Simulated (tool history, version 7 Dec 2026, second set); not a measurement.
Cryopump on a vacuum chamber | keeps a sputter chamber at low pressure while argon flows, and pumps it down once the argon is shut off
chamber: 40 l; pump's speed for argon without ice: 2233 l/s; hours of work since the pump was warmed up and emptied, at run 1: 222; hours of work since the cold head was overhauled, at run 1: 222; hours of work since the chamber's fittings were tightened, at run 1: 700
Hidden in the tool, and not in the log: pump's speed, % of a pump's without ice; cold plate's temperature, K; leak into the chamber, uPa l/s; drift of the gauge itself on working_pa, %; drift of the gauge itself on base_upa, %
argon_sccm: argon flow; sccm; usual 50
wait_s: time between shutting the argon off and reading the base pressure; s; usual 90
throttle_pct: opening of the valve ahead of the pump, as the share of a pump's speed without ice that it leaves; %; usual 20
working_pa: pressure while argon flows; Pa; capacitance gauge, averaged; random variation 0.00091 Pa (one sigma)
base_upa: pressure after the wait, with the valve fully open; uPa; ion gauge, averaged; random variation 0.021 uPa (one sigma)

run	hour	argon_sccm	wait_s	throttle_pct	hours of work since the pump was warmed up and emptied	hours of work since the cold head was overhauled	hours of work since the chamber's fittings were tightened	working_pa	base_upa
1	0	50	90	20	222	222	700	0.1931	0.85
2	14.6	50	90	20	232	232	711	0.1917	0.88
3	24.8	50	90	20	239	239	718	0.1935	0.88
4	41.1	94	90	20	251	251	729	0.3665	0.89
5	54.5	94	90	20	260	260	738	0.3657	0.9
6	71.3	41	78	40	272	272	750	0.0816	0.97
7	80.4	48	84	23	278	278	756	0.1643	0.96
8	94.2	48	84	23	288	288	766	0.1644	0.96
9	105.3	48	84	23	296	296	774	0.1625	0.97
10	116	50	24	20	303	303	781	0.1951	2

5 ways to go on from here, each from the tool as it stands after run 10. What would each give?
A	131.1	90	90	20	314	314	792	?	?
B	131.1	50	24	33	314	314	792	?	?
C	131.1	50	188	24	314	314	792	?	?
D	131.1	23	157	48	314	314	792	?	?
E	131.1	99	85	18	314	314	792	?	?

run	working_pa	base_upa
A	0.3525	0.96
B	0.1208	1.9
C	0.1627	0.74
D	0.0397	0.79
E	0.4284	0.9
Without the tool's hidden state the same runs would have given:
run	working_pa	base_upa
A	0.3404	0.55
B	0.1141	1.51
C	0.1561	0.33
D	0.0366	0.38
E	0.4151	0.51

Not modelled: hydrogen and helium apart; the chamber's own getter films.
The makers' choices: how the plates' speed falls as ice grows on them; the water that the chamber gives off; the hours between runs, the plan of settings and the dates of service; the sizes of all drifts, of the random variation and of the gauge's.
